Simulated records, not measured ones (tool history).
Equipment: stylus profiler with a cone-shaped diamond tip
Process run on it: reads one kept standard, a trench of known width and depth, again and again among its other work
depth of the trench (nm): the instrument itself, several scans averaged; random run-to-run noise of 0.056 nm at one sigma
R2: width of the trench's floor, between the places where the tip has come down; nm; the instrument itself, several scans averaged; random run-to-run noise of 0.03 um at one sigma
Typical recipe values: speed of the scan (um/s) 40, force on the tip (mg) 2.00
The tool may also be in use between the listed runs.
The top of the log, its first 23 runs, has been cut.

{"hour": 307.4, "done": "height scale calibrated on a step standard"}
{"run": 24, "hour": 315.9, "speed of the scan (um/s)": 90, "force on the tip (mg)": 1.35, "depth of the trench (nm)": 200.62, "R2": 17070}
{"run": 25, "hour": 333.5, "speed of the scan (um/s)": 90, "force on the tip (mg)": 1.35, "depth of the trench (nm)": 200.73, "R2": 17070}
{"run": 26, "hour": 346.5, "speed of the scan (um/s)": 11, "force on the tip (mg)": 1.3, "depth of the trench (nm)": 200.6, "R2": 17690}
{"run": 27, "hour": 365.7, "speed of the scan (um/s)": 31, "force on the tip (mg)": 1.17, "depth of the trench (nm)": 200.58, "R2": 17560}
{"hour": 374.3, "done": "height scale calibrated on a step standard, once more"}
{"run": 28, "hour": 385.8, "speed of the scan (um/s)": 31, "force on the tip (mg)": 1.17, "depth of the trench (nm)": 201.01, "R2": 17520}
{"run": 29, "hour": 406.0, "speed of the scan (um/s)": 84, "force on the tip (mg)": 2.0, "depth of the trench (nm)": 201.48, "R2": 17270}
{"run": 30, "hour": 418.6, "speed of the scan (um/s)": 84, "force on the tip (mg)": 2.0, "depth of the trench (nm)": 201.38, "R2": 17220}
{"run": 31, "hour": 430.4, "speed of the scan (um/s)": 84, "force on the tip (mg)": 2.0, "depth of the trench (nm)": 201.38, "R2": 17230}
{"run": 32, "hour": 439.8, "speed of the scan (um/s)": 84, "force on the tip (mg)": 2.0, "depth of the trench (nm)": 201.51, "R2": 17200}
{"run": 33, "hour": 449.3, "speed of the scan (um/s)": 79, "force on the tip (mg)": 2.0, "depth of the trench (nm)": 201.41, "R2": 17240}
{"run": 34, "hour": 464.8, "speed of the scan (um/s)": 48, "force on the tip (mg)": 2.0, "depth of the trench (nm)": 201.41, "R2": 17470}
{"run": 35, "hour": 475.2, "speed of the scan (um/s)": 48, "force on the tip (mg)": 2.0, "depth of the trench (nm)": 201.33, "R2": 17450}
{"run": 36, "hour": 483.7, "speed of the scan (um/s)": 146, "force on the tip (mg)": 1.03, "depth of the trench (nm)": 200.9, "R2": 16370}
{"run": 37, "hour": 503.4, "speed of the scan (um/s)": 146, "force on the tip (mg)": 1.03, "depth of the trench (nm)": 200.97, "R2": 16360}
{"run": 38, "hour": 512.3, "speed of the scan (um/s)": 146, "force on the tip (mg)": 1.03, "depth of the trench (nm)": 200.9, "R2": 16390}
{"run": 39, "hour": 527.6, "speed of the scan (um/s)": 146, "force on the tip (mg)": 1.03, "depth of the trench (nm)": 200.76, "R2": 16400}

Below are 4 alternative next runs, each starting from the tool's condition after run 39. Predict each:
{"run": "A", "hour": 539.6, "speed of the scan (um/s)": 141, "force on the tip (mg)": 0.7, "depth of the trench (nm)": "?", "R2": "?"}
{"run": "B", "hour": 539.6, "speed of the scan (um/s)": 25, "force on the tip (mg)": 0.77, "depth of the trench (nm)": "?", "R2": "?"}
{"run": "C", "hour": 539.6, "speed of the scan (um/s)": 109, "force on the tip (mg)": 3.1, "depth of the trench (nm)": "?", "R2": "?"}
{"run": "D", "hour": 539.6, "speed of the scan (um/s)": 43, "force on the tip (mg)": 1.03, "depth of the trench (nm)": "?", "R2": "?"}

run=A depth_of_the_trench_(nm)=200.72 R2=16160
run=B depth_of_the_trench_(nm)=200.67 R2=17410
run=C depth_of_the_trench_(nm)=201.83 R2=17190
run=D depth_of_the_trench_(nm)=200.84 R2=17340
What these runs would have given with no unlogged condition in the tool:
run=A depth_of_the_trench_(nm)=200.78 R2=16660
run=B depth_of_the_trench_(nm)=200.73 R2=17910
run=C depth_of_the_trench_(nm)=201.89 R2=17700
run=D depth_of_the_trench_(nm)=200.90 R2=17840
